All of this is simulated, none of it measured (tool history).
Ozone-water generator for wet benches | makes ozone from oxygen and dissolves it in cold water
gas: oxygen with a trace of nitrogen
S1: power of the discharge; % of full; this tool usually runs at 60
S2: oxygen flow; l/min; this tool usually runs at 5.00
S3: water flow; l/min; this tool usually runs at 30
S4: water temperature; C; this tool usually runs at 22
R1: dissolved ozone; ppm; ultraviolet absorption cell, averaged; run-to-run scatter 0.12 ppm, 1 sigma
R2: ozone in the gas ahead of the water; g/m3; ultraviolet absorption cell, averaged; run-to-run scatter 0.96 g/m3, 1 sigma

{"run": 1, "hour": 0.0, "S1": 60, "S2": 5.0, "S3": 30, "S4": 22, "R1": 10.7, "R2": 163.5}
{"run": 2, "hour": 68.9, "S1": 60, "S2": 5.0, "S3": 30, "S4": 22, "R1": 10.4, "R2": 164.4}
{"run": 3, "hour": 119.5, "S1": 60, "S2": 5.0, "S3": 30, "S4": 22, "R1": 10.7, "R2": 164.2}
{"run": 4, "hour": 171.0, "S1": 60, "S2": 5.0, "S3": 36, "S4": 22, "R1": 8.7, "R2": 164.7}
{"run": 5, "hour": 216.6, "S1": 60, "S2": 5.0, "S3": 36, "S4": 22, "R1": 8.8, "R2": 164.6}
{"run": 6, "hour": 285.9, "S1": 60, "S2": 5.0, "S3": 36, "S4": 22, "R1": 8.6, "R2": 164.3}
{"run": 7, "hour": 341.3, "S1": 60, "S2": 5.0, "S3": 36, "S4": 22, "R1": 8.6, "R2": 164.4}
{"run": 8, "hour": 375.4, "S1": 60, "S2": 5.0, "S3": 21, "S4": 22, "R1": 15.3, "R2": 165.5}
{"run": 9, "hour": 410.1, "S1": 73, "S2": 2.92, "S3": 46, "S4": 14, "R1": 6.6, "R2": 242.1}
{"run": 10, "hour": 456.7, "S1": 97, "S2": 5.0, "S3": 30, "S4": 22, "R1": 14.4, "R2": 225.8}
{"run": 11, "hour": 507.0, "S1": 60, "S2": 4.75, "S3": 35, "S4": 22, "R1": 8.8, "R2": 167.8}
{"run": 12, "hour": 543.6, "S1": 44, "S2": 2.9, "S3": 35, "S4": 20, "R1": 6.4, "R2": 177.1}
{"run": 13, "hour": 575.8, "S1": 91, "S2": 5.0, "S3": 30, "S4": 22, "R1": 14.0, "R2": 216.1}
{"run": 14, "hour": 627.9, "S1": 60, "S2": 2.79, "S3": 39, "S4": 22, "R1": 6.7, "R2": 214.8}
{"run": 15, "hour": 697.3, "S1": 60, "S2": 5.02, "S3": 30, "S4": 14, "R1": 11.7, "R2": 162.8}

4 options for the next run, each taken on its own from the tool as it stands now. Forecast them:
{"run": "A", "hour": 745.8, "S1": 60, "S2": 5.0, "S3": 41, "S4": 14, "R1": "?", "R2": "?"}
{"run": "B", "hour": 745.8, "S1": 100, "S2": 3.37, "S3": 30, "S4": 14, "R1": "?", "R2": "?"}
{"run": "C", "hour": 745.8, "S1": 98, "S2": 5.02, "S3": 48, "S4": 14, "R1": "?", "R2": "?"}
{"run": "D", "hour": 745.8, "S1": 60, "S2": 7.58, "S3": 30, "S4": 21, "R1": "?", "R2": "?"}

run=A R1=8.0 R2=163.6
run=B R1=14.9 R2=273.9
run=C R1=9.1 R2=228.1
run=D R1=10.9 R2=134.5
Had the tool no hidden state, the same runs would have come out as:
run=A R1=8.0 R2=163.7
run=B R1=14.9 R2=274.1
run=C R1=9.1 R2=228.3
run=D R1=10.9 R2=134.5
